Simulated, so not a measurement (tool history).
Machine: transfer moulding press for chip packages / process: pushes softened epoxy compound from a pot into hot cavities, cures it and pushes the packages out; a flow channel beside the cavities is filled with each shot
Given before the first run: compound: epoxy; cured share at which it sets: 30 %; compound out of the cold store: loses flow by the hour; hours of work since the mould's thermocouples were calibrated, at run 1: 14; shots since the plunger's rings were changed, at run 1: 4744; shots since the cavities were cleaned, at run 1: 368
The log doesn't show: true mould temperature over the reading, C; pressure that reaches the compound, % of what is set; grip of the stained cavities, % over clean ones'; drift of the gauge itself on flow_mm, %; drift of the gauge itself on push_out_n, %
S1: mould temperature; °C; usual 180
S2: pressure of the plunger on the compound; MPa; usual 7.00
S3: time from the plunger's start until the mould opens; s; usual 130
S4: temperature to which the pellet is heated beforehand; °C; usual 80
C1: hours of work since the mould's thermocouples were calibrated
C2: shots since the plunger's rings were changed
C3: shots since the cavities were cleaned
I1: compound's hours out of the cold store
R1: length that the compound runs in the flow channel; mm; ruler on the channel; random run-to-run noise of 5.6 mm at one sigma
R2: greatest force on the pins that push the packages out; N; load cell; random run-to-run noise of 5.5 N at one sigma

run   hour   S1    S2   S3  S4   C1    C2   C3    I1   R1   R2
  1    0.0  180  7.00  130  80   14  4744  368  17.2  527  306
  2   11.0  180  7.00  130  80   21  4852  476  41.1  453  339
  3   22.8  180  7.00  130  80   29  4968  592  17.0  527  347
      30.7  -- cavities cleaned with cleaning compound and waxed
  4   30.9  180  7.00  130  80   34  5033    3  31.7  474  187
  5   37.4  178  7.00  130  80   38  5096   66  31.1  474  229
  6   45.4  178  7.00  130  80   43  5174  144  14.4  524  268
  7   57.2  178  7.00  130  80   51  5290  260  16.4  529  283
  8   66.8  180  7.00  130  80   58  5384  354  16.5  522  298
  9   77.7  180  6.78  130  80   65  5491  461  44.0  429  320
 10   89.8  180  6.78  130  80   73  5610  580  30.5  465  332
      98.9  -- cavities cleaned with cleaning compound and waxed
 11   98.9  180  6.78  130  80   78  5684    0  21.0  490  198
 12  109.2  180  6.78  130  80   85  5785  101  34.9  460  235
 13  116.5  180  7.00  130  79   90  5856  172  19.5  499  269
 14  124.6  180  7.00  130  79   95  5936  252  13.3  522  295
 15  136.1  180  7.00  130  79  103  6048  364  13.6  517  320
 16  144.6  174  7.00  130  88  109  6132  448  16.1  519  431
 17  150.2  180  8.61  162  80  112  6187  503  13.6  573  312
 18  157.8  180  6.70  111  80  117  6262  578  47.1  405  403
 19  164.1  180  6.70  111  80  122  6323  639  34.2  440  419
     167.5  -- cavities cleaned with cleaning compound and waxed
     172.8  -- plunger's sealing rings changed
 20  174.6  180  6.70  111  80  126    18   45  27.6  525  243
 21  181.6  179  8.74  118  76  130    86  113  38.0  572  262
 22  187.1  180  6.21  168  87  134   141  168  27.2  518  217
 23  197.6  188  7.49  162  74  141   244  271  41.0  514  241
 24  206.0  180  6.90  151  80  147   326  353  46.6  479  282
 25  215.6  180  7.00  152  87  153   420  447  30.8  529  300
 26  225.7  180  7.26  148  87  160   519  546  16.1  599  314
 27  235.3  186  5.76  124  78  166   613  640  16.6  520  325
     238.4  -- cavities cleaned with cleaning compound and waxed
 28  247.2  180  8.46  130  73  173   715   87  32.4  564  220
 29  255.3  180  8.44  133  73  179   794  166  17.0  626  247
 30  260.9  180  7.19  161  80  182   849  221  29.2  540  245

A few steps of R1 between consecutive runs. Split each: what settings, incoming material and random variation would produce without the hidden state, and what is left over for the hidden state, along with gauge scatter present in only one of the two compared results (measured, and without hidden state):
Run 8 -> 9: S2 7.00 -> 6.78. R1 -93 mm: hidden state +9, all else -102.
Run 17 -> 18: S2 8.61 -> 6.70, S3 162 -> 111. R1 -168 mm: hidden state +24, all else -192.
Run 19 -> 20: cavities cleaned with cleaning compound and waxed, plunger's sealing rings changed. R1 +85 mm: hidden state +66, all else +19.
Run 29 -> 30: S2 8.44 -> 7.19, S3 133 -> 161, S4 73 -> 80. R1 -86 mm: hidden state +1, all else -87.
